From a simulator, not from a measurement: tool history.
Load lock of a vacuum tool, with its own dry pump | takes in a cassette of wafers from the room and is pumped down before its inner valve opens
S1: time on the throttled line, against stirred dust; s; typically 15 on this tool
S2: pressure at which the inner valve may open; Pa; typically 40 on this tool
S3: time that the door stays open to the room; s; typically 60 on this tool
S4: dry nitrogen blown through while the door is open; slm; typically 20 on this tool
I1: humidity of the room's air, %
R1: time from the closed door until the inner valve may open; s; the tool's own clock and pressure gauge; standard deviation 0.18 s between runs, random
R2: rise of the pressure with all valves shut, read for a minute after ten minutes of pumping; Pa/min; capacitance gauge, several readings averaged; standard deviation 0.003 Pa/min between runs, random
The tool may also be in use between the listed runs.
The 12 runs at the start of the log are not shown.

run    hour  S1  S2   S3  S4    I1    R1     R2
 13  3327.2  15  40   60  20  44.4  25.8  0.033
 14  3593.8  15  40   60  20  42.7  25.4  0.028
 15    3845  15  40   60  20    45  25.4  0.027
 16  4232.7  15  38   60   7  46.8  25.6  0.048
     4535.2  -- door's seal changed, seat wiped
 17  4590.6  15  40   60  38    46  25.7   0.03
 18  4900.6  15  40   60  38  46.7  25.7  0.024
 19    5279  15  40   60  38  44.3  25.4  0.027
 20  5510.6  15  40   60   7    48  25.2  0.048
 21  5785.4  13  40   60  20  45.2  23.6  0.032
 22  6053.7  21  40   43  20  44.4  30.4  0.031
 23    6301  25  35  161  13  47.1  33.8  0.045
 24  6571.4   9  46  161  22  43.9  20.4  0.037
 25  6759.5  10  47  188  18  47.3    21  0.048
 26  7075.7   8  65  188  18  45.6  18.8  0.042
 27  7440.3  23  36   60  20  45.7  32.2   0.03
 28  7664.1  23  56   60  21  45.1  31.6  0.029
 29  8034.2  13  73   41  24  44.5  22.9  0.025
 30  8380.4  14  40   60  20  43.7  24.7  0.029

3 options for the next run, each taken on its own from the tool as it stands now. Forecast them:
  A  8564.6  16  56  60  20  46.7   ?   ?
  B  8564.6  23  51  36  20    47   ?   ?
  C  8564.6  20  61  60  20  44.2   ?   ?

run    R1     R2
  A  25.9  0.034
  B  31.7  0.029
  C  28.6  0.035
Stripped of hidden state, with their random variation kept, the same runs would have yielded:
run    R1     R2
  A  25.9  0.034
  B  31.6  0.029
  C  28.5  0.035
